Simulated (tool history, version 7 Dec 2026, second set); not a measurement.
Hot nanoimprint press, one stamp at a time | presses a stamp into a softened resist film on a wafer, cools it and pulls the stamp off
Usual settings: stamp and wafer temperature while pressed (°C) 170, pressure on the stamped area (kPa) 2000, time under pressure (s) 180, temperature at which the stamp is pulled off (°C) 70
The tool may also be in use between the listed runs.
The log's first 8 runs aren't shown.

run	day	stamp and wafer temperature while pressed (°C)	pressure on the stamped area (kPa)	time under pressure (s)	temperature at which the stamp is pulled off (°C)	hours of work since the thermocouple was calibrated	imprints on the stamp's release coat	hours of work since the press's seals were changed	resist left under the stamp's widest pad (nm)	greatest force while the stamp is pulled off (N)
9	8.021	170	2000	199	70	180	1087	150	89.2	138
# day 8.479: stamp cleaned and given a new release coat
10	9.250	170	2000	199	70	196	90	166	87.6	101
11	10.050	170	2000	180	70	209	184	179	94.1	105
12	11.317	170	2000	180	70	230	332	199	94.0	108
13	12.600	170	2710	180	70	250	483	220	82.7	116
14	13.408	170	2000	180	63	263	577	233	95.0	137
15	14.062	170	2000	180	63	274	654	244	94.7	145
16	15.329	164	2030	95	70	295	803	264	160.8	133
17	15.900	176	1510	235	76	304	870	273	70.3	112
18	16.862	176	1510	235	76	319	983	289	71.3	116
# day 18.196: stamp cleaned and given a new release coat
19	18.196	176	1510	235	76	337	0	306	71.4	92
20	19.512	176	1510	235	76	358	154	328	71.7	94
21	20.762	176	1510	121	67	378	301	348	94.3	114
22	21.625	166	2810	121	67	392	402	362	122.8	120
# day 21.825: plate thermocouple calibrated
23	22.854	166	2810	121	67	17	532	380	111.7	126
24	24.192	166	2810	121	69	38	689	401	114.2	129
25	25.238	161	2000	180	71	55	811	418	148.2	124
26	26.225	161	2000	180	71	71	927	434	148.9	128
27	26.842	176	2310	273	58	81	999	444	50.5	158
28	27.454	159	2790	150	60	91	1071	454	155.9	159
# day 28.033: stamp cleaned and given a new release coat
29	28.992	172	1440	143	70	112	112	475	105.8	104
30	29.638	165	1330	151	67	122	188	485	148.3	112

3 ways to go on from here, each from the tool as it stands after run 30. What would each give?
A	30.254	165	3040	151	67	132	260	495	?	?
B	30.254	165	2460	151	67	132	260	495	?	?
C	30.254	165	1530	156	62	132	260	495	?	?

run	resist left under the stamp's widest pad (nm)	greatest force while the stamp is pulled off (N)
A	107.7	114
B	118.7	118
C	141.5	126
Without the tool's hidden state the same runs would have given:
run	resist left under the stamp's widest pad (nm)	greatest force while the stamp is pulled off (N)
A	103.7	106
B	115.1	110
C	138.5	117
